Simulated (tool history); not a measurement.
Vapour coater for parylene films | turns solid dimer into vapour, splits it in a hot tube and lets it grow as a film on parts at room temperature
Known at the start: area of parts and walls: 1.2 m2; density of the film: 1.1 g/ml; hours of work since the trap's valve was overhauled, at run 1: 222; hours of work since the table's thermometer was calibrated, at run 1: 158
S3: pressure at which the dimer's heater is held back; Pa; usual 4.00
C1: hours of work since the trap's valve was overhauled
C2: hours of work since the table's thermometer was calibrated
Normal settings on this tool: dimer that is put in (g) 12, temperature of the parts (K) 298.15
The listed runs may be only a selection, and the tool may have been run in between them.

{"run": 1, "day": 0.0, "dimer that is put in (g)": 12, "temperature of the parts (K)": 298.15, "S3": 4.0, "C1": 222, "C2": 158, "thickness of the film (um)": 4.05}
{"run": 2, "day": 0.762, "dimer that is put in (g)": 12, "temperature of the parts (K)": 298.15, "S3": 4.0, "C1": 231, "C2": 166, "thickness of the film (um)": 4.07}
{"run": 3, "day": 1.608, "dimer that is put in (g)": 8, "temperature of the parts (K)": 298.15, "S3": 4.0, "C1": 240, "C2": 175, "thickness of the film (um)": 2.67}
{"run": 4, "day": 2.333, "dimer that is put in (g)": 8, "temperature of the parts (K)": 298.15, "S3": 4.0, "C1": 247, "C2": 183, "thickness of the film (um)": 2.66}
{"run": 5, "day": 3.15, "dimer that is put in (g)": 8, "temperature of the parts (K)": 298.15, "S3": 4.0, "C1": 256, "C2": 192, "thickness of the film (um)": 2.7}
{"run": 6, "day": 3.529, "dimer that is put in (g)": 12, "temperature of the parts (K)": 298.15, "S3": 4.0, "C1": 260, "C2": 196, "thickness of the film (um)": 3.97}
{"run": 7, "day": 4.029, "dimer that is put in (g)": 12, "temperature of the parts (K)": 298.15, "S3": 7.53, "C1": 266, "C2": 201, "thickness of the film (um)": 3.58}
{"run": 8, "day": 4.892, "dimer that is put in (g)": 12, "temperature of the parts (K)": 298.15, "S3": 2.16, "C1": 275, "C2": 210, "thickness of the film (um)": 4.48}
{"run": 9, "day": 5.342, "dimer that is put in (g)": 12, "temperature of the parts (K)": 298.15, "S3": 2.16, "C1": 280, "C2": 215, "thickness of the film (um)": 4.46}
{"run": 10, "day": 5.829, "dimer that is put in (g)": 12, "temperature of the parts (K)": 298.15, "S3": 4.45, "C1": 285, "C2": 220, "thickness of the film (um)": 3.88}
{"run": 11, "day": 6.433, "dimer that is put in (g)": 12, "temperature of the parts (K)": 293.15, "S3": 4.45, "C1": 291, "C2": 227, "thickness of the film (um)": 4.42}
{"run": 12, "day": 7.108, "dimer that is put in (g)": 12, "temperature of the parts (K)": 293.15, "S3": 4.45, "C1": 298, "C2": 234, "thickness of the film (um)": 4.43}
{"run": 13, "day": 7.629, "dimer that is put in (g)": 12, "temperature of the parts (K)": 309.15, "S3": 4.0, "C1": 304, "C2": 240, "thickness of the film (um)": 2.89}
{"run": 14, "day": 8.088, "dimer that is put in (g)": 12, "temperature of the parts (K)": 309.15, "S3": 4.0, "C1": 309, "C2": 244, "thickness of the film (um)": 2.95}
{"run": 15, "day": 8.471, "dimer that is put in (g)": 13, "temperature of the parts (K)": 298.15, "S3": 4.0, "C1": 313, "C2": 249, "thickness of the film (um)": 4.27}
{"run": 16, "day": 9.067, "dimer that is put in (g)": 13, "temperature of the parts (K)": 298.15, "S3": 4.0, "C1": 319, "C2": 255, "thickness of the film (um)": 4.28}
{"run": 17, "day": 9.875, "dimer that is put in (g)": 13, "temperature of the parts (K)": 298.15, "S3": 4.0, "C1": 328, "C2": 264, "thickness of the film (um)": 4.26}
{"run": 18, "day": 10.592, "dimer that is put in (g)": 12, "temperature of the parts (K)": 298.15, "S3": 4.0, "C1": 336, "C2": 271, "thickness of the film (um)": 3.92}
{"run": 19, "day": 11.212, "dimer that is put in (g)": 12, "temperature of the parts (K)": 298.15, "S3": 4.0, "C1": 342, "C2": 278, "thickness of the film (um)": 3.88}
{"run": 20, "day": 12.046, "dimer that is put in (g)": 12, "temperature of the parts (K)": 298.15, "S3": 11.63, "C1": 351, "C2": 287, "thickness of the film (um)": 3.26}
{"run": 21, "day": 12.488, "dimer that is put in (g)": 12, "temperature of the parts (K)": 298.15, "S3": 11.63, "C1": 356, "C2": 292, "thickness of the film (um)": 3.24}
{"run": 22, "day": 12.846, "dimer that is put in (g)": 12, "temperature of the parts (K)": 298.15, "S3": 11.63, "C1": 360, "C2": 295, "thickness of the film (um)": 3.21}
{"run": 23, "day": 13.458, "dimer that is put in (g)": 12, "temperature of the parts (K)": 298.15, "S3": 11.63, "C1": 366, "C2": 302, "thickness of the film (um)": 3.24}
{"run": 24, "day": 13.925, "dimer that is put in (g)": 12, "temperature of the parts (K)": 298.15, "S3": 11.63, "C1": 371, "C2": 307, "thickness of the film (um)": 3.23}
{"run": 25, "day": 14.721, "dimer that is put in (g)": 12, "temperature of the parts (K)": 298.15, "S3": 11.63, "C1": 380, "C2": 315, "thickness of the film (um)": 3.27}
{"run": 26, "day": 15.079, "dimer that is put in (g)": 20, "temperature of the parts (K)": 295.15, "S3": 11.77, "C1": 384, "C2": 319, "thickness of the film (um)": 5.77}
{"run": 27, "day": 15.85, "dimer that is put in (g)": 20, "temperature of the parts (K)": 295.15, "S3": 11.77, "C1": 392, "C2": 328, "thickness of the film (um)": 5.68}
{"run": 28, "day": 16.612, "dimer that is put in (g)": 20, "temperature of the parts (K)": 296.15, "S3": 2.21, "C1": 400, "C2": 336, "thickness of the film (um)": 7.53}
{"run": 29, "day": 17.204, "dimer that is put in (g)": 20, "temperature of the parts (K)": 296.15, "S3": 2.21, "C1": 407, "C2": 342, "thickness of the film (um)": 7.45}
{"run": 30, "day": 17.596, "dimer that is put in (g)": 10, "temperature of the parts (K)": 298.15, "S3": 2.36, "C1": 411, "C2": 346, "thickness of the film (um)": 3.47}
{"run": 31, "day": 18.454, "dimer that is put in (g)": 21, "temperature of the parts (K)": 298.15, "S3": 5.4, "C1": 420, "C2": 355, "thickness of the film (um)": 6.49}
{"run": 32, "day": 18.954, "dimer that is put in (g)": 8, "temperature of the parts (K)": 298.15, "S3": 10.13, "C1": 425, "C2": 361, "thickness of the film (um)": 2.19}
{"run": 33, "day": 19.442, "dimer that is put in (g)": 8, "temperature of the parts (K)": 298.15, "S3": 10.13, "C1": 430, "C2": 366, "thickness of the film (um)": 2.17}
{"run": 34, "day": 19.967, "dimer that is put in (g)": 8, "temperature of the parts (K)": 298.15, "S3": 10.13, "C1": 436, "C2": 372, "thickness of the film (um)": 2.13}
{"run": 35, "day": 20.438, "dimer that is put in (g)": 12, "temperature of the parts (K)": 294.15, "S3": 2.27, "C1": 441, "C2": 377, "thickness of the film (um)": 4.7}
{"run": 36, "day": 20.896, "dimer that is put in (g)": 6, "temperature of the parts (K)": 292.15, "S3": 2.89, "C1": 446, "C2": 382, "thickness of the film (um)": 2.37}
{"run": 37, "day": 21.604, "dimer that is put in (g)": 19, "temperature of the parts (K)": 298.15, "S3": 2.11, "C1": 454, "C2": 389, "thickness of the film (um)": 6.65}
{"run": 38, "day": 22.338, "dimer that is put in (g)": 19, "temperature of the parts (K)": 298.15, "S3": 2.11, "C1": 461, "C2": 397, "thickness of the film (um)": 6.59}
{"run": 39, "day": 23.046, "dimer that is put in (g)": 10, "temperature of the parts (K)": 298.15, "S3": 3.06, "C1": 469, "C2": 405, "thickness of the film (um)": 3.27}
{"run": 40, "day": 23.596, "dimer that is put in (g)": 10, "temperature of the parts (K)": 298.15, "S3": 3.06, "C1": 475, "C2": 410, "thickness of the film (um)": 3.35}
{"run": 41, "day": 24.238, "dimer that is put in (g)": 10, "temperature of the parts (K)": 298.15, "S3": 2.16, "C1": 482, "C2": 417, "thickness of the film (um)": 3.47}
{"run": 42, "day": 24.638, "dimer that is put in (g)": 10, "temperature of the parts (K)": 298.15, "S3": 5.28, "C1": 486, "C2": 422, "thickness of the film (um)": 2.93}
{"run": 43, "day": 25.179, "dimer that is put in (g)": 11, "temperature of the parts (K)": 291.15, "S3": 8.1, "C1": 492, "C2": 427, "thickness of the film (um)": 3.68}
{"run": 44, "day": 25.988, "dimer that is put in (g)": 11, "temperature of the parts (K)": 291.15, "S3": 8.1, "C1": 500, "C2": 436, "thickness of the film (um)": 3.69}
{"run": 45, "day": 26.683, "dimer that is put in (g)": 10, "temperature of the parts (K)": 305.15, "S3": 4.0, "C1": 508, "C2": 443, "thickness of the film (um)": 2.57}
{"run": 46, "day": 27.125, "dimer that is put in (g)": 6, "temperature of the parts (K)": 298.15, "S3": 4.0, "C1": 513, "C2": 448, "thickness of the film (um)": 1.87}
{"run": 47, "day": 27.65, "dimer that is put in (g)": 6, "temperature of the parts (K)": 292.15, "S3": 2.13, "C1": 518, "C2": 454, "thickness of the film (um)": 2.42}

A few steps of thickness of the film (um) between consecutive runs. Split each: what settings, incoming material and random variation would produce without the hidden state, and what is left over for the hidden state, along with gauge scatter present in only one of the two compared results (measured, and without hidden state):
Unlogged tool condition in this case: vapour lost through the trap's worn valve, %; true temperature of the parts over the reading, C; drift of the gauge itself on film_um, %.
Run 29 -> 30: dimer that is put in (g) 20 -> 10, temperature of the parts (K) 296.15 -> 298.15, S3 2.21 -> 2.36. thickness of the film (um) -3.98: hidden state +0.55, all else -4.53.
Run 31 -> 32: dimer that is put in (g) 21 -> 8, S3 5.40 -> 10.13. thickness of the film (um) -4.30: hidden state +0.63, all else -4.93.
Run 36 -> 37: dimer that is put in (g) 6 -> 19, temperature of the parts (K) 292.15 -> 298.15, S3 2.89 -> 2.11. thickness of the film (um) +4.28: hidden state -0.68, all else +4.96.

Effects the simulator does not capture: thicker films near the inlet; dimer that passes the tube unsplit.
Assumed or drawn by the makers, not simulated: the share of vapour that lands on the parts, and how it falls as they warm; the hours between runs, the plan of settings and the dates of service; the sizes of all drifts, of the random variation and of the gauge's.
